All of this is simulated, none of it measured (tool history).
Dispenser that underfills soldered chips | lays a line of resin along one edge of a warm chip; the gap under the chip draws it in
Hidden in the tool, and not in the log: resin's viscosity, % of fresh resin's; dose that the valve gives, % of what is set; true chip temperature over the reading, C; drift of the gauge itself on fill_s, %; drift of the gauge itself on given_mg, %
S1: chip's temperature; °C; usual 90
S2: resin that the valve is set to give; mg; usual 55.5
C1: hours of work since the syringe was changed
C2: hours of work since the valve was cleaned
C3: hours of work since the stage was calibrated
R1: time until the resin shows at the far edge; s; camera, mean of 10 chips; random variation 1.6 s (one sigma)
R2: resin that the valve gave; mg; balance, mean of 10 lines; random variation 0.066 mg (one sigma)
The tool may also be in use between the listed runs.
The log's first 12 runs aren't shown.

run   hour   S1    S2  C1  C2   C3     R1     R2
 13   46.9   79  55.5   6  18   94  277.7  54.95
      49.5  -- new syringe of resin
 14   50.4   79  55.5   1  21   96  229.4  54.79
 15   55.1   92  55.5   4  24   99  176.2  54.66
 16   59.3   92  55.5   6  26  102  193.1  54.65
      60.8  -- new syringe of resin
 17   64.6   92  55.5   3  30  105  168.5  54.52
 18   67.5   92  55.5   4  32  107  182.9  54.63
      72.0  -- new syringe of resin
 19   72.7   92  55.5   0  35  110  155.1  54.58
 20   77.5   90  66.3   4  38  114  184.7  65.00
 21   82.6   83  67.3   7  41  117  254.3  65.71
      83.3  -- new syringe of resin
 22   85.5   79  54.0   1  43  119  242.1  52.80
 23   89.8   83  48.5   4  46  121  245.3  47.35
      91.8  -- dispensing valve cleaned and set on the balance
      95.5  -- new syringe of resin
 24   96.0   83  48.5   0   3  125  204.3  48.50
 25  100.5   97  56.3   3   5  128  148.2  56.32
 26  105.0  103  56.3   6   8  130  136.9  56.14
     106.8  -- new syringe of resin
 27  107.3  103  56.3   0  10  132  111.3  56.10
 28  112.5  105  54.8   4  13  135  123.0  54.49
 29  116.4  105  54.8   6  16  138  132.5  54.44
     118.3  -- new syringe of resin
 30  121.1  105  54.8   2  19  141  112.0  54.37
 31  126.2   82  47.5   5  22  144  250.5  47.00
 32  128.4   93  71.3   7  23  145  183.0  70.42
     129.9  -- new syringe of resin
 33  130.9   90  71.1   1  25  147  169.4  70.38
 34  135.8   90  71.1   4  28  150  186.5  70.23
 35  138.8   90  71.1   6  30  152  201.6  70.16
     141.2  -- new syringe of resin
 36  141.3   90  71.1   0  31  153  161.7  69.97
 37  146.3   90  65.8   3  35  157  184.9  64.76

Forecast each of these 3 alternatives for the next run:
  A  151.4  93  51.3   7  38  160   ?   ?
  B  151.4  89  69.4   7  38  160   ?   ?
  C  151.4  88  69.6   7  38  160   ?   ?

run     R1     R2
  A  189.2  50.33
  B  209.6  68.07
  C  221.1  68.48
Without the tool's hidden state the same runs would have given:
run     R1     R2
  A  145.0  51.24
  B  161.0  69.30
  C  169.9  69.71

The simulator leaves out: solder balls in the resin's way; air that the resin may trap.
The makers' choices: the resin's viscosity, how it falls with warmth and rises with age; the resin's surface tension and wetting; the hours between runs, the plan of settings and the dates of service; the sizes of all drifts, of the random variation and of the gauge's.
